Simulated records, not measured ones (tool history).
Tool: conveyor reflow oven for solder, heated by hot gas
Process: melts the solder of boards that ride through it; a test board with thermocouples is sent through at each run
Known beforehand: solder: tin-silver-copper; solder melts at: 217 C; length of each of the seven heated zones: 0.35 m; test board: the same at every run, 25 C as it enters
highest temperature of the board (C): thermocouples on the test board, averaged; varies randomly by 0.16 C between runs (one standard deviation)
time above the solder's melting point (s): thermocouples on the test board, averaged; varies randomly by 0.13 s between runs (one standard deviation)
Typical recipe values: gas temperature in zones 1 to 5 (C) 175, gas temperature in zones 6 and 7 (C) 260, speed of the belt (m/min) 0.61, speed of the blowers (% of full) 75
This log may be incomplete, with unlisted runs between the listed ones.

run,hour,gas temperature in zones 1 to 5 (C),gas temperature in zones 6 and 7 (C),speed of the belt (m/min),speed of the blowers (% of full),highest temperature of the board (C),time above the solder's melting point (s)
1,0,175,260,0.61,75,247.3,49.5
2,23.2,175,260,0.61,75,247.3,49.4
3,35,175,260,0.61,75,247.2,49.5
4,49.1,175,260,0.61,75,247.4,49.3
5,69.2,175,260,0.61,75,247,49.4
6,96.3,175,260,0.61,75,247.2,49.5
7,110.2,172,260,0.61,75,247.1,48
8,137.6,172,260,0.61,75,246.3,47.8
9,155.9,172,260,0.61,75,246.6,47.9
10,179.3,175,260,0.644,75,245.7,44.9
11,200.4,161,260,0.644,75,242.9,39
12,226.6,175,260,0.61,65,244.5,46.5
13,254.1,175,260,0.61,65,244.5,46.4
14,267.6,175,260,0.61,65,244.6,46.5
# hour 274.6: flux residue cleaned out of gas plates and filters
15,289.5,175,260,0.61,65,245.5,47.8
16,307.9,175,260,0.61,65,245.7,47.8
17,328.9,163,260,0.491,70,251,61.8
18,352.1,175,256,0.68,75,241.4,39.4
19,367.8,175,260,0.617,66,245.6,46.8
20,387.5,172,260,0.493,66,250.9,64.7
21,410,172,260,0.493,66,250.9,64.4
22,435,190,260,0.618,53,244.5,50.7
23,457.5,190,260,0.618,53,244.5,50.5
24,474.5,190,260,0.585,62,248.3,58
25,492.2,190,260,0.585,62,248.6,58
26,504.6,190,262,0.663,62,247,48.9
27,519.4,190,262,0.663,62,246.9,48.9
28,542.9,190,262,0.694,81,250.1,49.7
29,569.3,175,266,0.626,75,252.3,51.1
30,581.8,178,264,0.699,67,245.6,41
31,604.7,168,260,0.61,75,246.6,46.9

Alternative continuations, all from the tool just after run 31; predict every row:
A,623,165,271,0.629,75,?,?
B,623,175,274,0.61,75,?,?
C,623,182,252,0.586,75,?,?

run,highest temperature of the board (C),time above the solder's melting point (s)
A,255,49.2
B,260.1,57
C,242.7,50.7
Without the tool's unlogged condition, the same runs would have read:
run,highest temperature of the board (C),time above the solder's melting point (s)
A,255.7,49.6
B,260.6,57.1
C,242.9,51

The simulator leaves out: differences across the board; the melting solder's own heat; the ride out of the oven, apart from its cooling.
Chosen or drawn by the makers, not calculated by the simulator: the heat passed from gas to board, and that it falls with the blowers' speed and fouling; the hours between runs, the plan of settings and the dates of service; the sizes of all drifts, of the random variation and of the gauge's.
